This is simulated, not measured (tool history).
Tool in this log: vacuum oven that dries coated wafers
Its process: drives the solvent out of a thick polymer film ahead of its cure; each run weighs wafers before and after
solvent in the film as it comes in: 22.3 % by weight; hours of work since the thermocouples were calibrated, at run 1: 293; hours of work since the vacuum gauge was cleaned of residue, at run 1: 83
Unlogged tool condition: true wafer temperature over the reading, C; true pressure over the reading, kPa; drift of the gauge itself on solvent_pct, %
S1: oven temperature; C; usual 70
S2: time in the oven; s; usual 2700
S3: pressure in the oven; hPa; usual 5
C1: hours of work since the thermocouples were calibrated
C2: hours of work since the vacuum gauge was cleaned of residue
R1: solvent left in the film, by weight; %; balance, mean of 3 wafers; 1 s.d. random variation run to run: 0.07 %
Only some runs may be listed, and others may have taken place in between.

{"run": 1, "hour": 0.0, "S1": 70, "S2": 2700, "S3": 5, "C1": 293, "C2": 83, "R1": 5.08}
{"run": 2, "hour": 10.5, "S1": 72, "S2": 2700, "S3": 5, "C1": 301, "C2": 91, "R1": 4.41}
{"run": 3, "hour": 31.9, "S1": 72, "S2": 2700, "S3": 5, "C1": 317, "C2": 106, "R1": 4.29}
{"run": 4, "hour": 53.9, "S1": 82, "S2": 2700, "S3": 5, "C1": 333, "C2": 123, "R1": 1.38}
{"run": 5, "hour": 64.5, "S1": 73, "S2": 2700, "S3": 5, "C1": 341, "C2": 130, "R1": 4}
{"run": 6, "hour": 88.0, "S1": 70, "S2": 2700, "S3": 5, "C1": 358, "C2": 148, "R1": 5.21}
{"run": 7, "hour": 97.8, "S1": 70, "S2": 2700, "S3": 5, "C1": 365, "C2": 155, "R1": 5.16}
{"run": 8, "hour": 115.7, "S1": 70, "S2": 2700, "S3": 11.45, "C1": 378, "C2": 168, "R1": 5.52}
{"run": 9, "hour": 135.2, "S1": 70, "S2": 2400, "S3": 11.45, "C1": 393, "C2": 182, "R1": 6.42}
{"run": 10, "hour": 155.5, "S1": 70, "S2": 2700, "S3": 4.58, "C1": 408, "C2": 197, "R1": 5.09}
{"run": 11, "hour": 171.5, "S1": 70, "S2": 2700, "S3": 4.58, "C1": 419, "C2": 209, "R1": 5.13}
{"run": 12, "hour": 183.4, "S1": 70, "S2": 2700, "S3": 5, "C1": 428, "C2": 218, "R1": 5.17}
{"run": 13, "hour": 206.3, "S1": 70, "S2": 2700, "S3": 5, "C1": 445, "C2": 235, "R1": 5.21}
{"run": 14, "hour": 221.4, "S1": 70, "S2": 2700, "S3": 5, "C1": 456, "C2": 246, "R1": 5.35}
{"run": 15, "hour": 234.3, "S1": 70, "S2": 2700, "S3": 3.88, "C1": 466, "C2": 255, "R1": 5.2}
{"run": 16, "hour": 257.8, "S1": 70, "S2": 2700, "S3": 3.88, "C1": 483, "C2": 272, "R1": 5.18}
{"run": 17, "hour": 270.7, "S1": 55, "S2": 2700, "S3": 5, "C1": 492, "C2": 282, "R1": 11.87}
{"run": 18, "hour": 282.9, "S1": 55, "S2": 2700, "S3": 5, "C1": 501, "C2": 291, "R1": 11.69}
{"run": 19, "hour": 303.6, "S1": 55, "S2": 2700, "S3": 5, "C1": 516, "C2": 306, "R1": 11.89}
{"run": 20, "hour": 316.3, "S1": 55, "S2": 2700, "S3": 5, "C1": 526, "C2": 315, "R1": 11.77}
{"run": 21, "hour": 338.9, "S1": 69, "S2": 2700, "S3": 5, "C1": 542, "C2": 332, "R1": 5.78}
{"run": 22, "hour": 350.1, "S1": 68, "S2": 2700, "S3": 5, "C1": 551, "C2": 340, "R1": 6.18}
{"run": 23, "hour": 371.2, "S1": 70, "S2": 2700, "S3": 5, "C1": 566, "C2": 356, "R1": 5.3}
{"hour": 374.3, "done": "vacuum gauge cleaned of residue and calibrated"}
{"run": 24, "hour": 386.5, "S1": 70, "S2": 2700, "S3": 5, "C1": 576, "C2": 9, "R1": 5.28}
{"run": 25, "hour": 407.7, "S1": 70, "S2": 3300, "S3": 5, "C1": 592, "C2": 25, "R1": 4.16}
{"hour": 410.6, "done": "vacuum gauge cleaned of residue and calibrated, once more"}
{"run": 26, "hour": 420.9, "S1": 70, "S2": 3300, "S3": 5, "C1": 601, "C2": 8, "R1": 4.05}

For run 27, what comes out?
{"run": 27, "hour": 435.3, "S1": 82, "S2": 1920, "S3": 8.48, "C1": 611, "C2": 18, "R1": "?"}

Run 27 gave R1 2.99 %.
Take away the tool's hidden state, keep the run-to-run variation as it was, and the same run would have given R1 2.73 %.
